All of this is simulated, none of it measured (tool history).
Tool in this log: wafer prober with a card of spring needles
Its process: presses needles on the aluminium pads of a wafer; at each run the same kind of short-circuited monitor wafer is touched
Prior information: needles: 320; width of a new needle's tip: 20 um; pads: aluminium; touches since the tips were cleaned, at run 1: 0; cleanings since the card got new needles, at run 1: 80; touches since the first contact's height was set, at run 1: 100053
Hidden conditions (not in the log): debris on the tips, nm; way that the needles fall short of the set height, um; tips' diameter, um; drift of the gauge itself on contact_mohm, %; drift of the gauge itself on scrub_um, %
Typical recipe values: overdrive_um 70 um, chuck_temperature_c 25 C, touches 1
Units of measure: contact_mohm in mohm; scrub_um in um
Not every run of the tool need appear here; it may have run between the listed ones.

run	day	overdrive_um	chuck_temperature_c	touches	touches since the tips were cleaned	cleanings since the card got new needles	touches since the first contact's height was set	contact_mohm	scrub_um
1	0.000	70	25	1	0	80	100053	188	17.38
# day 1.558: tips cleaned on abrasive film
2	2.192	70	25	1	2469	81	108553	271	17.37
# day 3.067: tips cleaned on abrasive film
3	4.225	70	25	1	4496	82	116431	292	17.43
# day 4.567: tips cleaned on abrasive film
4	5.821	70	70	1	4864	83	122602	296	17.32
# day 6.329: tips cleaned on abrasive film
# day 8.008: tips cleaned on abrasive film
5	8.933	64	25	1	3597	85	134663	301	15.76
# day 9.579: tips cleaned on abrasive film
# day 11.117: tips cleaned on abrasive film
6	12.017	64	25	1	3482	87	146601	297	15.81
# day 12.779: tips cleaned on abrasive film
# day 14.488: tips cleaned on abrasive film
7	15.454	64	25	1	3743	89	159916	307	15.79
# day 16.067: tips cleaned on abrasive film
# day 17.629: tips cleaned on abrasive film
8	17.629	64	25	1	0	91	168331	198	15.69
# day 19.329: tips cleaned on abrasive film
9	19.742	64	25	1	1588	92	176519	262	15.72
# day 20.917: tips cleaned on abrasive film
# day 22.554: tips cleaned on abrasive film
10	22.875	70	25	1	1257	94	188669	233	17.19
# day 24.308: tips cleaned on abrasive film
11	24.542	70	25	1	907	95	195115	222	17.14
# day 25.888: tips cleaned on abrasive film
12	26.212	70	123	1	1256	96	201584	250	17.14
# day 27.538: tips cleaned on abrasive film
13	28.904	66	43	1	5313	97	212035	315	16.07
# day 29.079: tips cleaned on abrasive film
# day 29.642: height of the first contact set anew
# day 30.754: tips cleaned on abrasive film
14	31.729	88	52	1	3777	99	8093	249	22.11

Expected results for the next run?
# day 32.242: tips cleaned on abrasive film
# day 33.917: tips cleaned on abrasive film
15	34.725	57	32	2	3146	101	19701	?	?

Run 15 came out at contact_mohm 264 mohm, scrub_um 14.30 um.
Were there no unlogged condition in the tool, this run, its random variation unchanged, would have produced contact_mohm 180 mohm, scrub_um 14.34 um.

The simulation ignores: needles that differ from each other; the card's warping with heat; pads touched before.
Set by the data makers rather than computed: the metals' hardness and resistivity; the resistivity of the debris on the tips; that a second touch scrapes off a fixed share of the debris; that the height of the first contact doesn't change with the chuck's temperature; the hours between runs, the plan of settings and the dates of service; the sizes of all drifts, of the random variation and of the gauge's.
